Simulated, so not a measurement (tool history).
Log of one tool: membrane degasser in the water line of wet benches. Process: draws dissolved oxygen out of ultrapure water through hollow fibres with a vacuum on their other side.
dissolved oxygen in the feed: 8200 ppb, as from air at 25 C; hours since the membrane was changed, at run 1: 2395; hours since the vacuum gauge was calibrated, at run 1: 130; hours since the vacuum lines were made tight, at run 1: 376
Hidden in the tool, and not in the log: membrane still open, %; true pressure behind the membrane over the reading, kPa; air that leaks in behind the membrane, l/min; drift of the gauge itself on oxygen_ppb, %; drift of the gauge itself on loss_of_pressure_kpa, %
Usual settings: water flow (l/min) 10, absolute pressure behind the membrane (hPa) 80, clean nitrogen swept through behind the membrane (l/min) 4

run,hour,water flow (l/min),absolute pressure behind the membrane (hPa),clean nitrogen swept through behind the membrane (l/min),hours since the membrane was changed,hours since the vacuum gauge was calibrated,hours since the vacuum lines were made tight,dissolved oxygen in the water behind the degasser (ppb),pressure that the water loses in the fibres (hPa)
1,0,10,80,4,2395,130,376,57.8,659.8
2,161.8,10,80,4,2557,291,538,58.7,664
3,381,10,132.5,4,2776,511,757,92.1,670.9
4,602,10,132.5,4,2997,732,978,94,670
5,726.9,10,132.5,4,3122,857,1103,95,674.9
6,978.9,10,132.5,4,3374,1109,1355,96.3,676.6
7,1225.9,10,132.5,4,3621,1356,1602,95.7,677.4
8,1338.9,10,132.5,4,3734,1469,1715,96.2,680.8
9,1551.5,10,132.5,4,3947,1681,1927,96.8,679.6
10,1705.5,10,80,1.74,4101,1835,2081,106.4,679.4
11,1842.7,10,80,1.74,4238,1972,2219,105.9,683.3
12,1975.4,10,80,1.74,4371,2105,2351,106.3,689.7
13,2088,10,147.2,4,4483,2218,2464,110.1,685.3
14,2343.6,10,71.2,4,4739,2473,2719,61.8,692.7
15,2553.5,10,71.2,4,4949,2683,2929,62.4,696.1
16,2670.2,10,71.2,4,5066,2800,3046,63.3,692.3
17,2927.3,14,87.5,1.73,5323,3057,3303,247.7,978.3
# hour 2975: seals of the vacuum lines changed
18,3128,14,85.1,2.88,5521,3256,153,200.3,983.3
19,3351.1,15,81.9,3.09,5744,3479,376,229.4,1052.8
20,3554.6,15,97.7,3.09,5948,3682,580,255.3,1055.4
21,3675,15,97.7,3.09,6068,3803,700,262.4,1050.9
22,3802.2,10,114.2,4,6196,3930,827,94.9,711.3
23,4062.9,10,114.2,4,6456,4191,1088,94.1,708.2
24,4179.8,10,114.2,4,6573,4307,1205,93.7,712.7
25,4346.8,10,114.2,3.23,6740,4474,1372,107.6,710.6
26,4536.1,13,165.7,4,6929,4664,1561,226.9,930.1
27,4678.7,13,98.6,4,7072,4806,1704,178.1,935.6
28,4902.4,12,80,4,7296,5030,1927,130.4,860.3
29,5129.1,11,80,2.6,7522,5257,2154,122.9,797.3
# hour 5190.5: vacuum gauge calibrated
30,5287.6,11,80,2.6,7680,97,2312,117.9,799.8
31,5432.2,6,77.2,1.98,7825,242,2457,40.5,434

Forecast each of these 4 alternatives for the next run:
A,5584.4,10,121.1,5.77,7977,394,2609,?,?
B,5584.4,7,74.6,4,7977,394,2609,?,?
C,5584.4,6,153.1,1.7,7977,394,2609,?,?
D,5584.4,6,140.9,5.39,7977,394,2609,?,?

run,dissolved oxygen in the water behind the degasser (ppb),pressure that the water loses in the fibres (hPa)
A,87.8,732.5
B,28.5,511.6
C,120.3,435
D,36.1,442.2
Without the tool's hidden state the same runs would have given:
run,dissolved oxygen in the water behind the degasser (ppb),pressure that the water loses in the fibres (hPa)
A,60.7,639.4
B,21.6,447
C,108.5,379.6
D,31,386.4
